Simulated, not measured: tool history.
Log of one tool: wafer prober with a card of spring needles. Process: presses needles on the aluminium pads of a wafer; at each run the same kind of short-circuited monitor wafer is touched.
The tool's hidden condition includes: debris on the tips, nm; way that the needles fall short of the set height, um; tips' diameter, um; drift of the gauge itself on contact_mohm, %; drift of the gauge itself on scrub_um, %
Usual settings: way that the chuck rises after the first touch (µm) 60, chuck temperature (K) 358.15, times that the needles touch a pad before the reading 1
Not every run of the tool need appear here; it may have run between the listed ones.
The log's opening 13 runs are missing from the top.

run    day  way that the chuck rises after the first touch (µm)  chuck temperature (K)  times that the needles touch a pad before the reading  touches since the tips were cleaned  cleanings since the card got new needles  touches since the first contact's height was set  resistance of one needle with its contact and lead (mohm)  way that a needle slides on the pad (µm)
     3.554  -- tips cleaned on abrasive film
 14  3.658                                                   60                 358.15                                                      1                                  625                                        19                                            118570                                                        279                                      8.75
 15  3.954                                                   60                 358.15                                                      1                                 2430                                        19                                            120375                                                        279                                      8.73
 16  4.121                                                   60                 346.15                                                      1                                 3449                                        19                                            121394                                                        279                                      8.74
      4.45  -- tips cleaned on abrasive film
 17   4.45                                                   60                 358.15                                                      1                                    0                                        20                                            123403                                                        280                                      8.81
 18  4.792                                                   60                 317.15                                                      1                                 2075                                        20                                            125478                                                        270                                      8.83
 19  4.954                                                   60                 305.15                                                      1                                 3076                                        20                                            126479                                                        266                                      8.81
 20  5.188                                                   80                 299.15                                                      3                                 4492                                        20                                            127895                                                        258                                     11.74
     5.338  -- tips cleaned on abrasive film
 21  5.538                                                   80                 299.15                                                      3                                 1243                                        21                                            130030                                                        262                                     11.69
 22  5.704                                                   80                 312.15                                                      1                                 2267                                        21                                            131054                                                        261                                     11.75
 23  6.038                                                   79                 301.15                                                      2                                 4284                                        21                                            133071                                                        258                                     11.59
 24  6.208                                                   53                 354.15                                                      1                                 5342                                        21                                            134129                                                        285                                      7.67
     6.246  -- tips cleaned on abrasive film
 25  6.546                                                   53                 306.15                                                      2                                 1839                                        22                                            136176                                                        264                                      7.81
 26  6.812                                                   70                 311.15                                                      2                                 3469                                        22                                            137806                                                        266                                      10.3
     7.129  -- tips cleaned on abrasive film
 27  7.129                                                   66                 304.15                                                      1                                    0                                        23                                            139703                                                        263                                      9.69
 28  7.433                                                   49                 358.15                                                      1                                 1863                                        23                                            141566                                                        283                                      7.14
 29  7.646                                                   44                 325.15                                                      1                                 3162                                        23                                            142865                                                        279                                      6.47
 30  7.838                                                   52                 358.15                                                      3                                 4342                                        23                                            144045                                                        285                                      7.55
     8.025  -- tips cleaned on abrasive film
 31    8.1                                                   72                 307.15                                                      1                                  451                                        24                                            145630                                                        259                                     10.56
 32  8.471                                                   42                 346.15                                                      1                                 2720                                        24                                            147899                                                        287                                      6.16
 33  8.779                                                   42                 346.15                                                      1                                 4615                                        24                                            149794                                                        285                                      6.15
     8.908  -- tips cleaned on abrasive film
 34  9.158                                                   80                 310.15                                                      2                                 1538                                        25                                            152083                                                        260                                     11.62
 35  9.467                                                   80                 310.15                                                      2                                 3421                                        25                                            153966                                                        257                                     11.71

Consider 3 possible next runs. They are alternatives, not a sequence: every one starts from the tool as it was left by run 35. What does each give?
  A  9.696                                                   60                 315.15                                                      2                                 4816                                        25                                            155361                                                          ?                                         ?
  B  9.696                                                   74                 301.15                                                      2                                 4816                                        25                                            155361                                                          ?                                         ?
  C  9.696                                                   60                 358.15                                                      1                                 4816                                        25                                            155361                                                          ?                                         ?

run  resistance of one needle with its contact and lead (mohm)  way that a needle slides on the pad (µm)
  A                                                        263                                      8.75
  B                                                        259                                     10.85
  C                                                        278                                      8.85
Had the tool no hidden state, the same runs would have come out as:
run  resistance of one needle with its contact and lead (mohm)  way that a needle slides on the pad (µm)
  A                                                        263                                      8.76
  B                                                        259                                     10.86
  C                                                        277                                      8.86
